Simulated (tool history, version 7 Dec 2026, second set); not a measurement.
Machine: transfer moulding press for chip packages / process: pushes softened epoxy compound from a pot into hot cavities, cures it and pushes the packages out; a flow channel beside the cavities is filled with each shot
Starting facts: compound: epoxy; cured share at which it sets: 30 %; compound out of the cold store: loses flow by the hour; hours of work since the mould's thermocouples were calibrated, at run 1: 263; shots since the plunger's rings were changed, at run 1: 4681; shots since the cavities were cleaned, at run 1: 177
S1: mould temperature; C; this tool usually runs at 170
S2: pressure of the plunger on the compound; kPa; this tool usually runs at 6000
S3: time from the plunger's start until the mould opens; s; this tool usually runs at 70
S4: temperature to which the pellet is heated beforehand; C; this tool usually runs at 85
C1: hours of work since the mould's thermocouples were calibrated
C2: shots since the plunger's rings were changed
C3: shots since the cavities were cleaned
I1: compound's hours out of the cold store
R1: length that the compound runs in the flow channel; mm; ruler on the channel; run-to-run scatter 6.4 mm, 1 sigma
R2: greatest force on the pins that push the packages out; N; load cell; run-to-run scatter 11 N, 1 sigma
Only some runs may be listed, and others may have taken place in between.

| run | day | S1 | S2 | S3 | S4 | C1 | C2 | C3 | I1 | R1 | R2 |
|---|---|---|---|---|---|---|---|---|---|---|---|
| 1 | 0.000 | 170 | 6000 | 70 | 85 | 263 | 4681 | 177 | 20.8 | 757 | 642 |
| 2 | 1.467 | 170 | 6000 | 70 | 85 | 285 | 5253 | 749 | 46.1 | 691 | 884 |
|  | 2.033 | plunger's sealing rings changed |
|  | 2.229 | cavities cleaned with cleaning compound and waxed |
| 3 | 3.829 | 170 | 5190 | 70 | 85 | 318 | 678 | 626 | 26.7 | 748 | 860 |
|  | 4.733 | cavities cleaned with cleaning compound and waxed |
| 4 | 6.104 | 170 | 5190 | 70 | 85 | 351 | 1543 | 535 | 16.1 | 766 | 864 |
| 5 | 7.154 | 170 | 6000 | 70 | 85 | 367 | 1953 | 945 | 40.5 | 749 | 943 |
|  | 7.346 | cavities cleaned with cleaning compound and waxed |
| 6 | 8.500 | 170 | 6000 | 70 | 85 | 387 | 2455 | 451 | 14.5 | 816 | 825 |
|  | 9.921 | cavities cleaned with cleaning compound and waxed |
| 7 | 10.746 | 170 | 6000 | 70 | 85 | 419 | 3308 | 322 | 27.3 | 782 | 739 |
|  | 12.479 | cavities cleaned with cleaning compound and waxed |
| 8 | 12.650 | 170 | 6000 | 70 | 85 | 447 | 4029 | 67 | 43.2 | 713 | 581 |
| 9 | 13.621 | 170 | 6000 | 63 | 85 | 462 | 4409 | 447 | 41.0 | 720 | 974 |
|  | 15.108 | mould's thermocouples calibrated |
|  | 15.171 | cavities cleaned with cleaning compound and waxed |
| 10 | 15.950 | 174 | 6000 | 70 | 85 | 12 | 5262 | 306 | 40.5 | 705 | 579 |
|  | 16.342 | plunger's sealing rings changed |
| 11 | 17.288 | 174 | 6000 | 70 | 85 | 30 | 370 | 788 | 32.1 | 790 | 766 |
|  | 17.871 | cavities cleaned with cleaning compound and waxed |
| 12 | 19.708 | 174 | 5780 | 70 | 76 | 66 | 1291 | 717 | 42.5 | 733 | 713 |
|  | 20.446 | cavities cleaned with cleaning compound and waxed |
| 13 | 20.908 | 174 | 5780 | 70 | 76 | 83 | 1736 | 180 | 19.4 | 792 | 541 |
| 14 | 22.117 | 170 | 6000 | 57 | 91 | 101 | 2208 | 652 | 20.8 | 800 | 1292 |
|  | 22.938 | cavities cleaned with cleaning compound and waxed |
| 15 | 24.346 | 167 | 6000 | 54 | 91 | 134 | 3055 | 550 | 9.1 | 831 | 1796 |
|  | 25.517 | cavities cleaned with cleaning compound and waxed |
| 16 | 26.358 | 167 | 6000 | 54 | 91 | 163 | 3818 | 329 | 13.1 | 804 | 1599 |
|  | 28.150 | cavities cleaned with cleaning compound and waxed |
| 17 | 28.417 | 170 | 6000 | 70 | 84 | 193 | 4597 | 104 | 35.4 | 715 | 588 |
| 18 | 30.308 | 168 | 5100 | 80 | 86 | 222 | 5337 | 844 | 34.3 | 669 | 832 |
|  | 30.542 | plunger's sealing rings changed |
|  | 30.850 | cavities cleaned with cleaning compound and waxed |
| 19 | 32.833 | 168 | 5100 | 80 | 86 | 257 | 871 | 774 | 15.7 | 772 | 824 |

Consider 5 possible next runs. They are alternatives, not a sequence: every one starts from the tool as it was left by run 19. What does each give?
|  | 33.546 | cavities cleaned with cleaning compound and waxed |
| A | 34.438 | 168 | 4920 | 104 | 80 | 281 | 1475 | 349 | 39.0 | ? | ? |
|  | 33.546 | cavities cleaned with cleaning compound and waxed |
| B | 34.438 | 170 | 6950 | 70 | 95 | 281 | 1475 | 349 | 29.5 | ? | ? |
|  | 33.546 | cavities cleaned with cleaning compound and waxed |
| C | 34.438 | 162 | 6680 | 70 | 94 | 281 | 1475 | 349 | 47.1 | ? | ? |
|  | 33.546 | cavities cleaned with cleaning compound and waxed |
| D | 34.438 | 168 | 5100 | 80 | 85 | 281 | 1475 | 349 | 25.4 | ? | ? |
|  | 33.546 | cavities cleaned with cleaning compound and waxed |
| E | 34.438 | 175 | 6590 | 80 | 85 | 281 | 1475 | 349 | 32.4 | ? | ? |

| run | R1 | R2 |
|---|---|---|
| A | 684 | 558 |
| B | 848 | 698 |
| C | 795 | 1116 |
| D | 738 | 638 |
| E | 796 | 562 |
Without the tool's hidden state the same runs would have given:
| run | R1 | R2 |
|---|---|---|
| A | 705 | 393 |
| B | 874 | 496 |
| C | 820 | 800 |
| D | 761 | 450 |
| E | 821 | 393 |
